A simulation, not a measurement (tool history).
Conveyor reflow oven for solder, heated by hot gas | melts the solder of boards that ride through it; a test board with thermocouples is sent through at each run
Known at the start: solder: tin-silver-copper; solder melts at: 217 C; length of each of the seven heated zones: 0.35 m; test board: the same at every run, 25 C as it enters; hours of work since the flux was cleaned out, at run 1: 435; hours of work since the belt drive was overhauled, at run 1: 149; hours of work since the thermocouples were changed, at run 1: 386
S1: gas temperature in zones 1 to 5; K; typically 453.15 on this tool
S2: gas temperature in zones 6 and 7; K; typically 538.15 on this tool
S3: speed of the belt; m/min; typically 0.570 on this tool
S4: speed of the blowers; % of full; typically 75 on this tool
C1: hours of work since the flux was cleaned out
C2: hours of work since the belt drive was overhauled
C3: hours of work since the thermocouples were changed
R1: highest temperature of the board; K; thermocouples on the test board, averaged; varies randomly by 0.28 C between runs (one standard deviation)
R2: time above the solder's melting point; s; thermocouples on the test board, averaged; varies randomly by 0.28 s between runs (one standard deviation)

run 1 hour=0.0 | S1=453.15 S2=538.15 S3=0.570 S4=75 | C1=435 C2=149 C3=386 | R1=519.05 R2=51.2
run 2 hour=17.9 | S1=453.15 S2=538.15 S3=0.570 S4=75 | C1=448 C2=163 C3=400 | R1=518.95 R2=50.5
run 3 hour=41.3 | S1=453.15 S2=538.15 S3=0.529 S4=75 | C1=465 C2=180 C3=417 | R1=521.45 R2=57.7
run 4 hour=60.4 | S1=453.15 S2=538.15 S3=0.570 S4=75 | C1=480 C2=195 C3=431 | R1=518.75 R2=50.3
-- hour=66.9 flux residue cleaned out of gas plates and filters
run 5 hour=81.6 | S1=453.15 S2=538.15 S3=0.570 S4=75 | C1=11 C2=207 C3=443 | R1=522.75 R2=54.4
run 6 hour=102.0 | S1=453.15 S2=538.15 S3=0.570 S4=75 | C1=26 C2=222 C3=459 | R1=522.75 R2=54.4
run 7 hour=115.5 | S1=452.15 S2=538.15 S3=0.570 S4=75 | C1=36 C2=232 C3=469 | R1=522.75 R2=54.1
run 8 hour=133.4 | S1=452.15 S2=538.15 S3=0.570 S4=75 | C1=50 C2=245 C3=482 | R1=522.65 R2=53.8
run 9 hour=149.7 | S1=452.15 S2=538.15 S3=0.570 S4=75 | C1=62 C2=257 C3=494 | R1=522.55 R2=54.0
run 10 hour=164.9 | S1=452.15 S2=538.15 S3=0.570 S4=75 | C1=73 C2=269 C3=506 | R1=521.85 R2=53.8
run 11 hour=180.1 | S1=452.15 S2=538.15 S3=0.570 S4=75 | C1=84 C2=280 C3=517 | R1=522.25 R2=53.8
run 12 hour=199.4 | S1=453.15 S2=538.15 S3=0.570 S4=66 | C1=99 C2=294 C3=531 | R1=520.15 R2=51.7
run 13 hour=212.6 | S1=453.15 S2=538.15 S3=0.570 S4=78 | C1=109 C2=304 C3=541 | R1=522.85 R2=55.0
run 14 hour=232.5 | S1=453.15 S2=538.15 S3=0.570 S4=78 | C1=124 C2=319 C3=556 | R1=522.75 R2=55.1
run 15 hour=256.0 | S1=453.15 S2=538.15 S3=0.570 S4=75 | C1=141 C2=337 C3=574 | R1=522.35 R2=54.4
run 16 hour=272.7 | S1=453.15 S2=538.15 S3=0.570 S4=75 | C1=154 C2=349 C3=586 | R1=522.25 R2=54.2
-- hour=277.6 belt drive overhauled, speed set with a stopwatch
run 17 hour=296.6 | S1=457.15 S2=553.15 S3=0.515 S4=87 | C1=168 C2=14 C3=601 | R1=541.35 R2=74.9
run 18 hour=313.7 | S1=454.15 S2=553.15 S3=0.515 S4=69 | C1=181 C2=27 C3=614 | R1=536.65 R2=71.1
run 19 hour=333.2 | S1=452.15 S2=541.15 S3=0.468 S4=75 | C1=196 C2=41 C3=628 | R1=530.35 R2=74.2
run 20 hour=343.7 | S1=453.15 S2=551.15 S3=0.584 S4=75 | C1=204 C2=49 C3=636 | R1=531.85 R2=58.8
run 21 hour=360.7 | S1=453.15 S2=551.15 S3=0.584 S4=75 | C1=216 C2=62 C3=649 | R1=531.75 R2=58.3
-- hour=383.6 belt drive overhauled, speed set with a stopwatch, once more
run 22 hour=388.0 | S1=465.15 S2=538.15 S3=0.570 S4=75 | C1=234 C2=3 C3=666 | R1=524.35 R2=60.5
run 23 hour=406.6 | S1=465.15 S2=537.15 S3=0.531 S4=79 | C1=248 C2=17 C3=680 | R1=526.25 R2=66.5

Run 24 has not been measured yet. What should we expect?
run 24 hour=416.7 | S1=465.15 S2=526.15 S3=0.660 S4=65 | C1=255 C2=25 C3=688 | R1=? R2=?

R1: 507.75 K
R2: 36.0 s
With the hidden condition absent and the run-to-run variation left alone, this run would have shown R1 507.35 K, R2 36.4 s.
